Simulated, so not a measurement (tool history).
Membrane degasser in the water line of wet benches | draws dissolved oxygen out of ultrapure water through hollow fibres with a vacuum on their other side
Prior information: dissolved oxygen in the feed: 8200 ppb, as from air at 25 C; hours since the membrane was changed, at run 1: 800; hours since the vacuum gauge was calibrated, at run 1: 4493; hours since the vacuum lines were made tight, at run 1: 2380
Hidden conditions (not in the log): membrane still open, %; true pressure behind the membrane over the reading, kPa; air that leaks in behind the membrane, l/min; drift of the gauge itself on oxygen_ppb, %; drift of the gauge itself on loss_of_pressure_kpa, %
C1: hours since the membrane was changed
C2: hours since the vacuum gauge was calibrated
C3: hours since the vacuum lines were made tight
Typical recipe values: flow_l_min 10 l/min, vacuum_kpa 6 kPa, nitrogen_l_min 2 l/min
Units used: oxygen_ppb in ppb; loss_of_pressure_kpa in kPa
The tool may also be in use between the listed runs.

run 1 day=0 | flow_l_min=10 vacuum_kpa=6 nitrogen_l_min=2 | C1=800 C2=4493 C3=2380 | oxygen_ppb=58.4 loss_of_pressure_kpa=25.98
run 2 day=1.558 | flow_l_min=10 vacuum_kpa=7.43 nitrogen_l_min=2 | C1=837 C2=4530 C3=2417 | oxygen_ppb=75.7 loss_of_pressure_kpa=25.82
run 3 day=2.55 | flow_l_min=10 vacuum_kpa=6 nitrogen_l_min=2 | C1=861 C2=4554 C3=2441 | oxygen_ppb=58.8 loss_of_pressure_kpa=25.89
run 4 day=4.188 | flow_l_min=10 vacuum_kpa=6 nitrogen_l_min=2 | C1=900 C2=4593 C3=2480 | oxygen_ppb=57.9 loss_of_pressure_kpa=26.26
run 5 day=5.933 | flow_l_min=10 vacuum_kpa=6 nitrogen_l_min=2 | C1=942 C2=4635 C3=2522 | oxygen_ppb=58.1 loss_of_pressure_kpa=25.9
run 6 day=7.704 | flow_l_min=10 vacuum_kpa=6 nitrogen_l_min=2 | C1=985 C2=4678 C3=2564 | oxygen_ppb=56.9 loss_of_pressure_kpa=25.99
run 7 day=8.675 | flow_l_min=10 vacuum_kpa=6 nitrogen_l_min=2 | C1=1008 C2=4701 C3=2588 | oxygen_ppb=58.4 loss_of_pressure_kpa=26.05
run 8 day=10 | flow_l_min=10 vacuum_kpa=6 nitrogen_l_min=2 | C1=1040 C2=4733 C3=2619 | oxygen_ppb=58 loss_of_pressure_kpa=26.23
run 9 day=11.388 | flow_l_min=10 vacuum_kpa=6 nitrogen_l_min=2 | C1=1073 C2=4766 C3=2653 | oxygen_ppb=57.1 loss_of_pressure_kpa=26.08
run 10 day=13.067 | flow_l_min=10 vacuum_kpa=6 nitrogen_l_min=5.81 | C1=1113 C2=4806 C3=2693 | oxygen_ppb=36.8 loss_of_pressure_kpa=25.81
-- day=14.725 vacuum gauge calibrated
run 11 day=15.333 | flow_l_min=10 vacuum_kpa=6 nitrogen_l_min=5.81 | C1=1167 C2=15 C3=2747 | oxygen_ppb=35.9 loss_of_pressure_kpa=25.74
run 12 day=16.371 | flow_l_min=10 vacuum_kpa=6 nitrogen_l_min=5.81 | C1=1192 C2=40 C3=2772 | oxygen_ppb=36.1 loss_of_pressure_kpa=25.99
run 13 day=18.204 | flow_l_min=12 vacuum_kpa=6 nitrogen_l_min=5.81 | C1=1236 C2=84 C3=2816 | oxygen_ppb=67.1 loss_of_pressure_kpa=31.26
run 14 day=19.712 | flow_l_min=10 vacuum_kpa=10.11 nitrogen_l_min=1.25 | C1=1272 C2=120 C3=2852 | oxygen_ppb=154.2 loss_of_pressure_kpa=26.03
run 15 day=22.033 | flow_l_min=10 vacuum_kpa=8.17 nitrogen_l_min=2 | C1=1328 C2=175 C3=2908 | oxygen_ppb=84.3 loss_of_pressure_kpa=25.87
run 16 day=23.896 | flow_l_min=15 vacuum_kpa=4.84 nitrogen_l_min=0.82 | C1=1373 C2=220 C3=2952 | oxygen_ppb=188.8 loss_of_pressure_kpa=39.15
run 17 day=25.975 | flow_l_min=14 vacuum_kpa=11.64 nitrogen_l_min=1.46 | C1=1422 C2=270 C3=3002 | oxygen_ppb=282.6 loss_of_pressure_kpa=36.49
run 18 day=27.754 | flow_l_min=7 vacuum_kpa=6 nitrogen_l_min=2 | C1=1465 C2=313 C3=3045 | oxygen_ppb=27.9 loss_of_pressure_kpa=18.24
run 19 day=29.704 | flow_l_min=13 vacuum_kpa=4.51 nitrogen_l_min=2.24 | C1=1512 C2=360 C3=3092 | oxygen_ppb=93.6 loss_of_pressure_kpa=34.2
run 20 day=31.754 | flow_l_min=13 vacuum_kpa=4.51 nitrogen_l_min=2.24 | C1=1561 C2=409 C3=3141 | oxygen_ppb=92.2 loss_of_pressure_kpa=33.88
run 21 day=33.279 | flow_l_min=10 vacuum_kpa=7.97 nitrogen_l_min=2 | C1=1598 C2=445 C3=3178 | oxygen_ppb=81.4 loss_of_pressure_kpa=26.29
run 22 day=35.1 | flow_l_min=7 vacuum_kpa=6 nitrogen_l_min=1.15 | C1=1642 C2=489 C3=3221 | oxygen_ppb=45.4 loss_of_pressure_kpa=18.34
run 23 day=36.667 | flow_l_min=7 vacuum_kpa=6 nitrogen_l_min=1.15 | C1=1679 C2=527 C3=3259 | oxygen_ppb=45.7 loss_of_pressure_kpa=18.12
run 24 day=37.712 | flow_l_min=7 vacuum_kpa=6 nitrogen_l_min=1.15 | C1=1704 C2=552 C3=3284 | oxygen_ppb=45 loss_of_pressure_kpa=18.28
run 25 day=38.788 | flow_l_min=7 vacuum_kpa=6 nitrogen_l_min=1.15 | C1=1730 C2=578 C3=3310 | oxygen_ppb=47.1 loss_of_pressure_kpa=18.39

Some steps in oxygen_ppb between neighbouring runs. How much of each would the tool show without its hidden state too (settings, what came in, random variation), and how much is left for the hidden state, with any gauge scatter that isn't in both results?
Run 15 -> 16: flow_l_min 10 -> 15, vacuum_kpa 8.17 -> 4.84, nitrogen_l_min 2 -> 0.82. oxygen_ppb +104.5 ppb: hidden state +2.4, all else +102.1.
Run 17 -> 18: flow_l_min 14 -> 7, vacuum_kpa 11.64 -> 6, nitrogen_l_min 1.46 -> 2. oxygen_ppb -254.7 ppb: hidden state -3.8, all else -250.9.
